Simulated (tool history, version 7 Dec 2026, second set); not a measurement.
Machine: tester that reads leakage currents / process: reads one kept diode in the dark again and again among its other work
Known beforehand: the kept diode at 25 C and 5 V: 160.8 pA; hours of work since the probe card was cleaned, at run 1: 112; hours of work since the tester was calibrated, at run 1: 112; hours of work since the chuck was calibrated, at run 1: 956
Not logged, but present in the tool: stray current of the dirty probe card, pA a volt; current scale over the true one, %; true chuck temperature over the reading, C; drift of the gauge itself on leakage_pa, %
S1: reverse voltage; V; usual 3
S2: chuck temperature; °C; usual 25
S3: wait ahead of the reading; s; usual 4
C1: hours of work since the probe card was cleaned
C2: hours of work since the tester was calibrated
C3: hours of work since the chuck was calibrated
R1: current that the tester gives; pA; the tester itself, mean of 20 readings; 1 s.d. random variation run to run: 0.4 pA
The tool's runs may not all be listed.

Run 1, hour 0: usual settings; C1 112; C2 112; C3 956. Result: R1 138.07 pA.
Run 2, hour 41.1: usual settings; C1 141; C2 141; C3 985. Result: R1 138.86 pA.
Run 3, hour 68.8: usual settings; C1 160; C2 160; C3 1004. Result: R1 138.15 pA.
Run 4, hour 106.2: usual settings; C1 186; C2 186; C3 1030. Result: R1 139.17 pA.
Run 5, hour 125.4: usual settings; C1 200; C2 200; C3 1044. Result: R1 138.92 pA.
Run 6, hour 148.4: usual settings but S3 6.14 s; C1 216; C2 216; C3 1060. Result: R1 138.97 pA.
Run 7, hour 183.7: usual settings but S1 2.75 V, S2 28 °C, S3 0.72 s; C1 240; C2 240; C3 1084. Result: R1 175.25 pA.
Run 8, hour 219.5: usual settings but S3 0.39 s; C1 265; C2 265; C3 1109. Result: R1 141.04 pA.
Run 9, hour 236.4: usual settings but S3 0.39 s; C1 277; C2 277; C3 1121. Result: R1 141.29 pA.
Run 10, hour 266.7: usual settings but S3 0.39 s; C1 298; C2 298; C3 1142. Result: R1 140.9 pA.
Run 11, hour 307.1: usual settings but S1 10.61 V, S2 45 °C, S3 0.36 s; C1 326; C2 326; C3 1170. Result: R1 1056.48 pA.
Run 12, hour 330.6: usual settings but S1 10.61 V, S2 45 °C, S3 0.36 s; C1 343; C2 343; C3 1187. Result: R1 1051.73 pA.

4 options for the next run, each taken on its own from the tool as it stands now. Forecast them:
Run A, hour 354.1: usual settings but S1 6.81 V; C1 359; C2 359; C3 1203. Result: R1 ?.
Run B, hour 354.1: usual settings but S1 2.76 V, S2 44 °C, S3 5.46 s; C1 359; C2 359; C3 1203. Result: R1 ?.
Run C, hour 354.1: usual settings but S1 18.76 V, S2 39 °C, S3 2.2 s; C1 359; C2 359; C3 1203. Result: R1 ?.
Run D, hour 354.1: usual settings but S1 3.33 V, S2 53 °C, S3 1.11 s; C1 359; C2 359; C3 1203. Result: R1 ?.

run       R1
  A   183.48
  B   629.49
  C   798.53
  D  1308.46
Take away the tool's hidden state, keep each run's random variation, and the runs would have read:
run       R1
  A   178.08
  B   619.92
  C   780.39
  D  1290.67
